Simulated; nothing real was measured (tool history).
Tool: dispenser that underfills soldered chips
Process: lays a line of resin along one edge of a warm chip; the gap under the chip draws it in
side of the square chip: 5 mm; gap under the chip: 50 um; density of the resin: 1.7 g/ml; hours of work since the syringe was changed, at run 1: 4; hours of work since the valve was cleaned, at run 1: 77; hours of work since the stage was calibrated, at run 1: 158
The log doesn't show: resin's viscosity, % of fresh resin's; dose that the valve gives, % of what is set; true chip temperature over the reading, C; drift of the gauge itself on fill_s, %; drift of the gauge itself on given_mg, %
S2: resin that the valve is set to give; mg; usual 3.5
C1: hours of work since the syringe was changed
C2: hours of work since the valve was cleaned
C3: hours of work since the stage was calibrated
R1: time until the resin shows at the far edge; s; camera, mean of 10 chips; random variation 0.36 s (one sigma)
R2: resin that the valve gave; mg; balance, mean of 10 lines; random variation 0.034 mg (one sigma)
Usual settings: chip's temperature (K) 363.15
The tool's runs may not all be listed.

{"run": 1, "hour": 0.0, "chip's temperature (K)": 363.15, "S2": 3.5, "C1": 4, "C2": 77, "C3": 158, "R1": 26.2, "R2": 3.32}
{"hour": 3.6, "done": "new syringe of resin"}
{"hour": 6.8, "done": "dispensing valve cleaned and set on the balance"}
{"run": 2, "hour": 10.5, "chip's temperature (K)": 363.15, "S2": 3.5, "C1": 4, "C2": 2, "C3": 164, "R1": 26.1, "R2": 3.43}
{"hour": 13.8, "done": "new syringe of resin"}
{"run": 3, "hour": 16.3, "chip's temperature (K)": 363.15, "S2": 3.5, "C1": 2, "C2": 6, "C3": 167, "R1": 21.8, "R2": 3.53}
{"hour": 23.1, "done": "new syringe of resin"}
{"run": 4, "hour": 24.5, "chip's temperature (K)": 373.15, "S2": 3.5, "C1": 1, "C2": 11, "C3": 173, "R1": 12.9, "R2": 3.42}
{"hour": 32.4, "done": "new syringe of resin"}
{"run": 5, "hour": 32.8, "chip's temperature (K)": 373.15, "S2": 3.5, "C1": 0, "C2": 16, "C3": 178, "R1": 12.2, "R2": 3.47}
{"hour": 41.7, "done": "new syringe of resin"}
{"run": 6, "hour": 43.2, "chip's temperature (K)": 363.15, "S2": 4.17, "C1": 1, "C2": 22, "C3": 184, "R1": 20.8, "R2": 4.11}
{"run": 7, "hour": 47.7, "chip's temperature (K)": 363.15, "S2": 4.17, "C1": 4, "C2": 25, "C3": 187, "R1": 25.5, "R2": 4.12}
{"hour": 51.2, "done": "new syringe of resin"}
{"run": 8, "hour": 52.8, "chip's temperature (K)": 363.15, "S2": 3.5, "C1": 1, "C2": 28, "C3": 190, "R1": 21, "R2": 3.42}
{"hour": 60.6, "done": "new syringe of resin"}
{"run": 9, "hour": 61.3, "chip's temperature (K)": 363.15, "S2": 3.06, "C1": 0, "C2": 34, "C3": 195, "R1": 20.2, "R2": 2.94}
{"hour": 70.3, "done": "new syringe of resin"}
{"run": 10, "hour": 72.1, "chip's temperature (K)": 363.15, "S2": 3.06, "C1": 1, "C2": 40, "C3": 202, "R1": 21.5, "R2": 2.98}
{"hour": 79.7, "done": "new syringe of resin"}
{"run": 11, "hour": 83.1, "chip's temperature (K)": 363.15, "S2": 3.5, "C1": 2, "C2": 47, "C3": 209, "R1": 21.6, "R2": 3.4}
{"hour": 89.3, "done": "new syringe of resin"}
{"run": 12, "hour": 91.7, "chip's temperature (K)": 360.15, "S2": 3.5, "C1": 1, "C2": 52, "C3": 214, "R1": 24.2, "R2": 3.36}
{"run": 13, "hour": 96.8, "chip's temperature (K)": 357.15, "S2": 3.5, "C1": 5, "C2": 56, "C3": 217, "R1": 37.2, "R2": 3.31}
{"hour": 98.7, "done": "new syringe of resin"}
{"run": 14, "hour": 105.0, "chip's temperature (K)": 357.15, "S2": 3.5, "C1": 4, "C2": 61, "C3": 222, "R1": 34.3, "R2": 3.28}
{"hour": 108.2, "done": "new syringe of resin"}
{"run": 15, "hour": 109.6, "chip's temperature (K)": 357.15, "S2": 4.04, "C1": 1, "C2": 63, "C3": 225, "R1": 26.5, "R2": 3.86}
{"hour": 117.6, "done": "new syringe of resin"}
{"run": 16, "hour": 117.6, "chip's temperature (K)": 363.15, "S2": 3.6, "C1": 0, "C2": 68, "C3": 230, "R1": 19, "R2": 3.45}
{"run": 17, "hour": 124.3, "chip's temperature (K)": 363.15, "S2": 4.46, "C1": 4, "C2": 73, "C3": 234, "R1": 26.3, "R2": 4.23}
{"hour": 127.4, "done": "new syringe of resin"}
{"run": 18, "hour": 133.8, "chip's temperature (K)": 351.15, "S2": 4.17, "C1": 4, "C2": 79, "C3": 240, "R1": 46.5, "R2": 3.95}
{"hour": 136.5, "done": "new syringe of resin"}
{"hour": 138.1, "done": "dispensing valve cleaned and set on the balance"}
{"run": 19, "hour": 139.5, "chip's temperature (K)": 351.15, "S2": 4.17, "C1": 1, "C2": 1, "C3": 243, "R1": 36.2, "R2": 4.11}
{"run": 20, "hour": 144.6, "chip's temperature (K)": 377.15, "S2": 3.21, "C1": 5, "C2": 4, "C3": 246, "R1": 13.7, "R2": 3.21}
{"hour": 147.3, "done": "new syringe of resin"}
{"run": 21, "hour": 149.5, "chip's temperature (K)": 378.15, "S2": 3.4, "C1": 1, "C2": 7, "C3": 249, "R1": 11.1, "R2": 3.36}
{"hour": 157.1, "done": "new syringe of resin"}
{"run": 22, "hour": 159.8, "chip's temperature (K)": 369.15, "S2": 3.04, "C1": 2, "C2": 13, "C3": 256, "R1": 16.2, "R2": 3.03}
{"hour": 166.3, "done": "new syringe of resin"}
{"run": 23, "hour": 170.2, "chip's temperature (K)": 369.15, "S2": 3.04, "C1": 2, "C2": 20, "C3": 262, "R1": 18.1, "R2": 2.98}
{"hour": 175.8, "done": "new syringe of resin"}
{"run": 24, "hour": 179.4, "chip's temperature (K)": 377.15, "S2": 3.91, "C1": 2, "C2": 26, "C3": 268, "R1": 11.4, "R2": 3.8}
{"hour": 185.4, "done": "new syringe of resin"}
{"run": 25, "hour": 187.4, "chip's temperature (K)": 377.15, "S2": 3.4, "C1": 1, "C2": 31, "C3": 273, "R1": 11, "R2": 3.31}
{"hour": 195.1, "done": "new syringe of resin"}
{"run": 26, "hour": 198.1, "chip's temperature (K)": 377.15, "S2": 3.4, "C1": 2, "C2": 37, "C3": 279, "R1": 12.1, "R2": 3.26}
{"hour": 204.7, "done": "new syringe of resin"}
{"run": 27, "hour": 207.4, "chip's temperature (K)": 362.15, "S2": 3.89, "C1": 2, "C2": 43, "C3": 285, "R1": 21.6, "R2": 3.79}
{"hour": 214.0, "done": "new syringe of resin"}
{"run": 28, "hour": 214.0, "chip's temperature (K)": 362.15, "S2": 3.89, "C1": 0, "C2": 47, "C3": 289, "R1": 18.6, "R2": 3.77}

Hidden state or all else? Some run-to-run changes of R1, split into what the settings, what came in and random variation would give without the hidden state, and what is left for the hidden state (with any gauge scatter that isn't in both results):
Run 12 -> 13: chip's temperature (K) 360.15 -> 357.15. R1 +13 s: hidden state +8.8, all else +4.2.
Run 17 -> 18: chip's temperature (K) 363.15 -> 351.15, S2 4.46 -> 4.17, new syringe of resin. R1 +20.2 s: hidden state +4.1, all else +16.1.
Run 18 -> 19: new syringe of resin, dispensing valve cleaned and set on the balance. R1 -10.3 s: hidden state -9.8, all else -0.5.
Run 19 -> 20: chip's temperature (K) 351.15 -> 377.15, S2 4.17 -> 3.21. R1 -22.5 s: hidden state +2.9, all else -25.4.
